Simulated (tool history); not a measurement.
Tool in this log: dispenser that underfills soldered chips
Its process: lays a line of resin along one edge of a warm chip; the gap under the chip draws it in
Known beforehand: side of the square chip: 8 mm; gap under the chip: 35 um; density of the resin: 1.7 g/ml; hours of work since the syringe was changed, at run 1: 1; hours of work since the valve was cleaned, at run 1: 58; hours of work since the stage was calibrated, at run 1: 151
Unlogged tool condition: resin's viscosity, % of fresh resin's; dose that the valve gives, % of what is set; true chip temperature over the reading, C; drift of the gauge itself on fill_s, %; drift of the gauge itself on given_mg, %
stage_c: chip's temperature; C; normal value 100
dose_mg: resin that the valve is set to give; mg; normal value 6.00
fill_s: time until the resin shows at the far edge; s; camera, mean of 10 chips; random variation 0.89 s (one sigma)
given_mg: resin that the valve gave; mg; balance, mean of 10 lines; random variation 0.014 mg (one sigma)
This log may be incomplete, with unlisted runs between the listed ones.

| run | hour | stage_c | dose_mg | hours of work since the syringe was changed | hours of work since the valve was cleaned | hours of work since the stage was calibrated | fill_s | given_mg |
|---|---|---|---|---|---|---|---|---|
| 1 | 0.0 | 100 | 6.00 | 1 | 58 | 151 | 85.6 | 5.88 |
|  | 7.3 | new syringe of resin |
| 2 | 7.3 | 100 | 6.33 | 0 | 63 | 156 | 82.5 | 6.14 |
|  | 11.4 | dispensing valve cleaned and set on the balance |
| 3 | 13.6 | 100 | 6.33 | 4 | 2 | 160 | 91.5 | 6.32 |
|  | 17.7 | new syringe of resin |
| 4 | 18.3 | 100 | 7.41 | 0 | 5 | 164 | 83.2 | 7.37 |
| 5 | 23.1 | 100 | 6.10 | 4 | 9 | 167 | 94.5 | 6.07 |
|  | 26.9 | new syringe of resin |
| 6 | 29.8 | 100 | 6.00 | 2 | 13 | 172 | 86.1 | 5.96 |
|  | 36.4 | new syringe of resin |
| 7 | 36.4 | 100 | 6.00 | 0 | 18 | 177 | 82.8 | 5.94 |
| 8 | 40.0 | 89 | 6.00 | 3 | 21 | 180 | 118.2 | 5.94 |
|  | 45.5 | new syringe of resin |
| 9 | 46.3 | 89 | 6.00 | 1 | 25 | 184 | 108.6 | 5.92 |
| 10 | 52.1 | 89 | 6.00 | 5 | 30 | 188 | 124.1 | 5.92 |
|  | 55.0 | new syringe of resin |
| 11 | 56.1 | 89 | 6.00 | 1 | 32 | 191 | 108.5 | 5.89 |
| 12 | 59.7 | 100 | 6.00 | 4 | 35 | 194 | 89.2 | 5.90 |
|  | 64.5 | new syringe of resin |
| 13 | 65.4 | 100 | 6.00 | 1 | 39 | 198 | 83.3 | 5.90 |
| 14 | 69.8 | 100 | 6.89 | 4 | 42 | 201 | 89.8 | 6.77 |
|  | 73.8 | new syringe of resin |
| 15 | 76.4 | 100 | 6.89 | 2 | 47 | 206 | 87.4 | 6.74 |
| 16 | 82.1 | 107 | 6.00 | 6 | 52 | 210 | 82.0 | 5.88 |
|  | 83.0 | new syringe of resin |
| 17 | 88.9 | 107 | 6.00 | 4 | 56 | 215 | 80.5 | 5.86 |
|  | 92.2 | new syringe of resin |
| 18 | 92.3 | 107 | 6.00 | 0 | 59 | 218 | 67.9 | 5.85 |
| 19 | 98.5 | 107 | 6.00 | 5 | 63 | 222 | 76.3 | 5.85 |
|  | 102.0 | dispensing valve cleaned and set on the balance |
|  | 102.6 | new syringe of resin |
| 20 | 103.2 | 107 | 6.00 | 0 | 1 | 225 | 67.8 | 6.00 |
| 21 | 107.6 | 107 | 6.00 | 4 | 4 | 228 | 75.7 | 5.98 |
| 22 | 110.6 | 98 | 6.00 | 6 | 6 | 230 | 101.1 | 6.00 |
|  | 112.0 | new syringe of resin |
| 23 | 114.6 | 112 | 6.14 | 2 | 9 | 233 | 65.1 | 6.12 |
|  | 121.3 | new syringe of resin |
| 24 | 121.9 | 110 | 5.89 | 0 | 14 | 238 | 63.5 | 5.87 |
| 25 | 125.5 | 105 | 6.47 | 3 | 17 | 241 | 76.6 | 6.42 |
| 26 | 128.7 | 105 | 5.33 | 6 | 19 | 243 | 83.9 | 5.30 |
|  | 130.5 | new syringe of resin |
| 27 | 133.1 | 97 | 5.81 | 2 | 23 | 247 | 97.0 | 5.76 |
| 28 | 139.0 | 94 | 5.26 | 6 | 27 | 251 | 119.2 | 5.22 |
|  | 139.8 | new syringe of resin |
| 29 | 143.8 | 96 | 6.20 | 3 | 30 | 254 | 96.9 | 6.14 |
|  | 149.2 | new syringe of resin |
| 30 | 151.2 | 96 | 6.46 | 1 | 36 | 260 | 91.4 | 6.36 |
| 31 | 155.6 | 96 | 6.46 | 5 | 39 | 263 | 103.2 | 6.35 |

For each run, the measured value with the value that run would have given without the tool's hidden condition subtracted. The run-to-run variation is shared by both, the gauge scatter possibly not:
| run | fill_s | given_mg |
|---|---|---|
| 1 | +1.7 | -0.15 |
| 2 | -1.3 | -0.17 |
| 3 | +8.8 | +0.00 |
| 4 | -0.3 | -0.02 |
| 5 | +9.5 | -0.03 |
| 6 | +2.9 | -0.04 |
| 7 | -2.9 | -0.05 |
| 8 | +5.4 | -0.05 |
| 9 | -3.5 | -0.07 |
| 10 | +11.8 | -0.08 |
| 11 | -2.6 | -0.08 |
| 12 | +5.2 | -0.09 |
| 13 | -1.7 | -0.09 |
| 14 | +6.7 | -0.13 |
| 15 | +2.4 | -0.13 |
| 16 | +12.2 | -0.13 |
| 17 | +9.6 | -0.14 |
| 18 | -2.9 | -0.14 |
| 19 | +7.1 | -0.16 |
| 20 | -2.6 | +0.00 |
| 21 | +4.4 | +0.00 |
| 22 | +12.1 | -0.01 |
| 23 | +1.7 | -0.02 |
| 24 | -2.8 | -0.03 |
| 25 | +2.9 | -0.04 |
| 26 | +8.7 | -0.04 |
| 27 | +3.9 | -0.05 |
| 28 | +18.9 | -0.05 |
| 29 | +4.9 | -0.07 |
| 30 | -0.4 | -0.09 |
| 31 | +9.4 | -0.11 |

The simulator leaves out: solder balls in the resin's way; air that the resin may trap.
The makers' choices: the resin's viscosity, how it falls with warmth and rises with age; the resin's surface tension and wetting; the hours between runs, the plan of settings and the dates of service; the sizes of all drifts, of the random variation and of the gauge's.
